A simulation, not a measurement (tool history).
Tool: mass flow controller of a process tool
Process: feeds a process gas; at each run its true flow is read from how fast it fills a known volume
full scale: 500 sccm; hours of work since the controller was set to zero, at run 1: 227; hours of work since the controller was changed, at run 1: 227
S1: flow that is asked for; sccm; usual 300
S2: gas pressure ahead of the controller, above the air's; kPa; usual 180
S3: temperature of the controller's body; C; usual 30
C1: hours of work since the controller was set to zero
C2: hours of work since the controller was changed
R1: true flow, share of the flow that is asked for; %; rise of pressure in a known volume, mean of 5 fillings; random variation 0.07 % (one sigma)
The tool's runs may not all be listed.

| run | day | S1 | S2 | S3 | C1 | C2 | R1 |
|---|---|---|---|---|---|---|---|
| 1 | 0.000 | 300 | 180 | 30 | 227 | 227 | 98.66 |
| 2 | 3.379 | 300 | 180 | 30 | 279 | 279 | 98.78 |
| 3 | 6.650 | 300 | 180 | 30 | 330 | 330 | 98.68 |
| 4 | 10.883 | 300 | 180 | 32 | 395 | 395 | 98.65 |
| 5 | 14.500 | 300 | 180 | 32 | 451 | 451 | 98.77 |
| 6 | 19.367 | 247 | 180 | 30 | 527 | 527 | 98.44 |
| 7 | 24.358 | 300 | 180 | 38 | 604 | 604 | 98.69 |
| 8 | 29.904 | 300 | 180 | 38 | 690 | 690 | 98.55 |
| 9 | 34.417 | 116 | 180 | 38 | 760 | 760 | 97.03 |
| 10 | 38.725 | 300 | 180 | 30 | 827 | 827 | 98.89 |
| 11 | 42.354 | 300 | 180 | 30 | 883 | 883 | 99.03 |
| 12 | 44.758 | 300 | 180 | 30 | 921 | 921 | 98.91 |
| 13 | 47.892 | 300 | 180 | 30 | 969 | 969 | 98.90 |
| 14 | 53.217 | 300 | 180 | 30 | 1052 | 1052 | 99.04 |
| 15 | 58.704 | 300 | 180 | 30 | 1137 | 1137 | 98.99 |
| 16 | 63.308 | 300 | 180 | 30 | 1208 | 1208 | 99.06 |
| 17 | 67.317 | 233 | 180 | 30 | 1270 | 1270 | 98.46 |
| 18 | 70.288 | 233 | 180 | 30 | 1316 | 1316 | 98.52 |
| 19 | 75.829 | 249 | 145 | 21 | 1402 | 1402 | 99.04 |
| 20 | 80.483 | 249 | 145 | 21 | 1474 | 1474 | 98.96 |
| 21 | 85.850 | 200 | 145 | 37 | 1557 | 1557 | 98.05 |
| 22 | 89.542 | 195 | 145 | 37 | 1615 | 1615 | 97.98 |
| 23 | 92.500 | 195 | 228 | 37 | 1661 | 1661 | 97.93 |
| 24 | 94.800 | 388 | 180 | 35 | 1696 | 1696 | 99.63 |
| 25 | 99.508 | 388 | 188 | 38 | 1769 | 1769 | 99.83 |
| 26 | 103.054 | 388 | 188 | 38 | 1824 | 1824 | 99.78 |
| 27 | 106.562 | 269 | 141 | 38 | 1879 | 1879 | 98.76 |
| 28 | 109.271 | 202 | 141 | 30 | 1921 | 1921 | 98.24 |
| 29 | 111.783 | 202 | 276 | 27 | 1959 | 1959 | 98.26 |
| 30 | 116.175 | 122 | 246 | 31 | 2028 | 2028 | 96.75 |

Some steps in R1 between neighbouring runs. How much of each would the tool show without its hidden state too (settings, what came in, random variation), and how much is left for the hidden state, with any gauge scatter that isn't in both results?
The hidden state here: flow at rest that the sensor doesn't see, % of full scale; true flow over the shown one, %; drift of the gauge itself on true_pct, %.
Run 8 -> 9: S1 300 -> 116. R1 -1.52 %: hidden state -0.53, all else -0.99.
Run 9 -> 10: S1 116 -> 300, S3 38 -> 30. R1 +1.86 %: hidden state +0.58, all else +1.28.
Run 23 -> 24: S1 195 -> 388, S2 228 -> 180, S3 37 -> 35. R1 +1.70 %: hidden state +0.58, all else +1.12.
Run 29 -> 30: S1 202 -> 122, S2 276 -> 246, S3 27 -> 31. R1 -1.51 %: hidden state -0.88, all else -0.63.
